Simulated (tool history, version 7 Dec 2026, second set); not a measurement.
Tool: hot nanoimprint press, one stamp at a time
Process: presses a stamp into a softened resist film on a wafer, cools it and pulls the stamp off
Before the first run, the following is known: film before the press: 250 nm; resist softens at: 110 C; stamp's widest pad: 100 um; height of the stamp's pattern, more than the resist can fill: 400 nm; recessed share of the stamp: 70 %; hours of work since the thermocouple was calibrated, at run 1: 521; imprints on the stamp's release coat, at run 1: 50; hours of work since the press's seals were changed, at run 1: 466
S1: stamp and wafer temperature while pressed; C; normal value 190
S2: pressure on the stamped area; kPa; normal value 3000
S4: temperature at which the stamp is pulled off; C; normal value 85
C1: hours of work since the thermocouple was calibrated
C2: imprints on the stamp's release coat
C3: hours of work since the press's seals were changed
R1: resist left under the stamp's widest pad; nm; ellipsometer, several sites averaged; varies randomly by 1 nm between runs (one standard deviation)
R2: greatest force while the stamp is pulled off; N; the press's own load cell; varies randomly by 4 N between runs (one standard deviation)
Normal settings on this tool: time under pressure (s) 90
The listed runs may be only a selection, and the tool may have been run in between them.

{"run": 1, "hour": 0.0, "S1": 190, "S2": 3000, "time under pressure (s)": 90, "S4": 85, "C1": 521, "C2": 50, "C3": 466, "R1": 144.3, "R2": 191}
{"hour": 11.8, "done": "plate thermocouple calibrated"}
{"run": 2, "hour": 60.3, "S1": 190, "S2": 3200, "time under pressure (s)": 90, "S4": 85, "C1": 20, "C2": 177, "C3": 489, "R1": 140.2, "R2": 185}
{"run": 3, "hour": 146.7, "S1": 190, "S2": 3200, "time under pressure (s)": 90, "S4": 85, "C1": 56, "C2": 369, "C3": 525, "R1": 142.0, "R2": 193}
{"run": 4, "hour": 246.8, "S1": 190, "S2": 3000, "time under pressure (s)": 90, "S4": 92, "C1": 97, "C2": 591, "C3": 566, "R1": 145.6, "R2": 179}
{"run": 5, "hour": 347.3, "S1": 190, "S2": 3000, "time under pressure (s)": 103, "S4": 85, "C1": 138, "C2": 814, "C3": 607, "R1": 136.9, "R2": 196}
{"run": 6, "hour": 434.0, "S1": 190, "S2": 3000, "time under pressure (s)": 90, "S4": 85, "C1": 174, "C2": 1006, "C3": 643, "R1": 145.6, "R2": 189}
{"run": 7, "hour": 515.6, "S1": 190, "S2": 3000, "time under pressure (s)": 80, "S4": 85, "C1": 207, "C2": 1188, "C3": 677, "R1": 149.4, "R2": 202}
{"hour": 530.6, "done": "stamp cleaned and given a new release coat"}
{"run": 8, "hour": 621.7, "S1": 190, "S2": 3630, "time under pressure (s)": 90, "S4": 85, "C1": 249, "C2": 202, "C3": 718, "R1": 133.4, "R2": 192}
{"run": 9, "hour": 678.3, "S1": 190, "S2": 3630, "time under pressure (s)": 90, "S4": 85, "C1": 272, "C2": 327, "C3": 741, "R1": 135.5, "R2": 193}
{"run": 10, "hour": 761.9, "S1": 190, "S2": 3000, "time under pressure (s)": 90, "S4": 74, "C1": 306, "C2": 513, "C3": 775, "R1": 143.8, "R2": 220}
{"run": 11, "hour": 810.3, "S1": 190, "S2": 3000, "time under pressure (s)": 90, "S4": 74, "C1": 326, "C2": 621, "C3": 795, "R1": 143.4, "R2": 211}
{"run": 12, "hour": 872.0, "S1": 190, "S2": 3000, "time under pressure (s)": 90, "S4": 77, "C1": 352, "C2": 757, "C3": 821, "R1": 143.5, "R2": 215}
{"run": 13, "hour": 929.2, "S1": 190, "S2": 3000, "time under pressure (s)": 90, "S4": 85, "C1": 375, "C2": 884, "C3": 844, "R1": 145.0, "R2": 194}
{"run": 14, "hour": 1028.6, "S1": 190, "S2": 3000, "time under pressure (s)": 90, "S4": 85, "C1": 416, "C2": 1105, "C3": 885, "R1": 146.4, "R2": 193}
{"hour": 1087.7, "done": "stamp cleaned and given a new release coat"}
{"run": 15, "hour": 1117.2, "S1": 190, "S2": 3000, "time under pressure (s)": 90, "S4": 85, "C1": 450, "C2": 65, "C3": 919, "R1": 143.5, "R2": 192}
{"run": 16, "hour": 1187.2, "S1": 179, "S2": 1870, "time under pressure (s)": 90, "S4": 85, "C1": 479, "C2": 221, "C3": 948, "R1": 215.3, "R2": 184}
{"run": 17, "hour": 1283.1, "S1": 190, "S2": 3000, "time under pressure (s)": 90, "S4": 93, "C1": 518, "C2": 434, "C3": 988, "R1": 143.9, "R2": 174}
{"hour": 1303.2, "done": "plate thermocouple calibrated"}
{"run": 18, "hour": 1334.3, "S1": 190, "S2": 3000, "time under pressure (s)": 90, "S4": 74, "C1": 13, "C2": 541, "C3": 1007, "R1": 144.8, "R2": 218}
{"run": 19, "hour": 1408.3, "S1": 189, "S2": 3000, "time under pressure (s)": 88, "S4": 85, "C1": 43, "C2": 705, "C3": 1038, "R1": 150.0, "R2": 192}
{"run": 20, "hour": 1506.0, "S1": 189, "S2": 3000, "time under pressure (s)": 88, "S4": 85, "C1": 83, "C2": 922, "C3": 1078, "R1": 150.3, "R2": 196}
{"run": 21, "hour": 1586.8, "S1": 190, "S2": 3090, "time under pressure (s)": 90, "S4": 74, "C1": 117, "C2": 1101, "C3": 1111, "R1": 141.9, "R2": 229}
{"hour": 1604.1, "done": "press's hydraulic seals changed and the load cell set to zero"}
{"hour": 1653.5, "done": "stamp cleaned and given a new release coat"}
{"run": 22, "hour": 1669.3, "S1": 190, "S2": 3090, "time under pressure (s)": 109, "S4": 74, "C1": 145, "C2": 35, "C3": 24, "R1": 134.8, "R2": 219}
{"run": 23, "hour": 1731.6, "S1": 202, "S2": 3090, "time under pressure (s)": 111, "S4": 89, "C1": 171, "C2": 174, "C3": 50, "R1": 81.5, "R2": 181}
{"run": 24, "hour": 1795.3, "S1": 202, "S2": 3090, "time under pressure (s)": 111, "S4": 89, "C1": 197, "C2": 315, "C3": 76, "R1": 81.9, "R2": 183}
{"run": 25, "hour": 1880.6, "S1": 190, "S2": 1890, "time under pressure (s)": 90, "S4": 85, "C1": 232, "C2": 505, "C3": 111, "R1": 167.7, "R2": 198}
{"run": 26, "hour": 1921.7, "S1": 190, "S2": 3200, "time under pressure (s)": 79, "S4": 80, "C1": 249, "C2": 596, "C3": 128, "R1": 148.6, "R2": 202}
{"run": 27, "hour": 2024.0, "S1": 200, "S2": 3090, "time under pressure (s)": 90, "S4": 73, "C1": 291, "C2": 823, "C3": 170, "R1": 97.4, "R2": 225}
{"run": 28, "hour": 2068.4, "S1": 198, "S2": 3090, "time under pressure (s)": 90, "S4": 85, "C1": 309, "C2": 921, "C3": 189, "R1": 105.4, "R2": 201}
{"run": 29, "hour": 2132.9, "S1": 198, "S2": 3090, "time under pressure (s)": 90, "S4": 85, "C1": 336, "C2": 1065, "C3": 215, "R1": 103.8, "R2": 188}
{"hour": 2209.5, "done": "stamp cleaned and given a new release coat"}
{"run": 30, "hour": 2240.3, "S1": 185, "S2": 3000, "time under pressure (s)": 90, "S4": 72, "C1": 377, "C2": 69, "C3": 257, "R1": 170.7, "R2": 223}

What differs in the tool's unlogged condition from the final listed run ahead of each entry between runs to the first listed run following it?
Runs 1 to 2: plate thermocouple calibrated (hour 11.8)
  true temperature over the reading, C: -0.08 -> 0; pressure that arrives at the usual setting, %: 99.75 -> 99.74; grip of the stamp's worn release coat, % over a new coat's: 0.1 -> 0.2
Runs 7 to 8: stamp cleaned and given a new release coat (hour 530.6)
  true temperature over the reading, C: -0.03 -> -0.04; pressure that arrives at the usual setting, %: 99.65 -> 99.63; grip of the stamp's worn release coat, % over a new coat's: 1.4 -> 0.2
Runs 14 to 15: stamp cleaned and given a new release coat (hour 1087.7)
  true temperature over the reading, C: -0.06 -> -0.07; pressure that arrives at the usual setting, %: 99.55 -> 99.53; grip of the stamp's worn release coat, % over a new coat's: 1.3 -> 0.1
Runs 17 to 18: plate thermocouple calibrated (hour 1303.2)
  true temperature over the reading, C: -0.08 -> -0.01; pressure that arrives at the usual setting, %: 99.5 -> 99.49; grip of the stamp's worn release coat, % over a new coat's: 0.5 -> 0.6
Runs 21 to 22: press's hydraulic seals changed and the load cell set to zero (hour 1604.1); stamp cleaned and given a new release coat (hour 1653.5)
  true temperature over the reading, C: -0.02 -> -0.03; pressure that arrives at the usual setting, %: 99.44 -> 100.01; grip of the stamp's worn release coat, % over a new coat's: 1.3 -> 0
Runs 29 to 30: stamp cleaned and given a new release coat (hour 2209.5)
  pressure that arrives at the usual setting, %: 99.92 -> 99.9; grip of the stamp's worn release coat, % over a new coat's: 1.2 -> 0.1
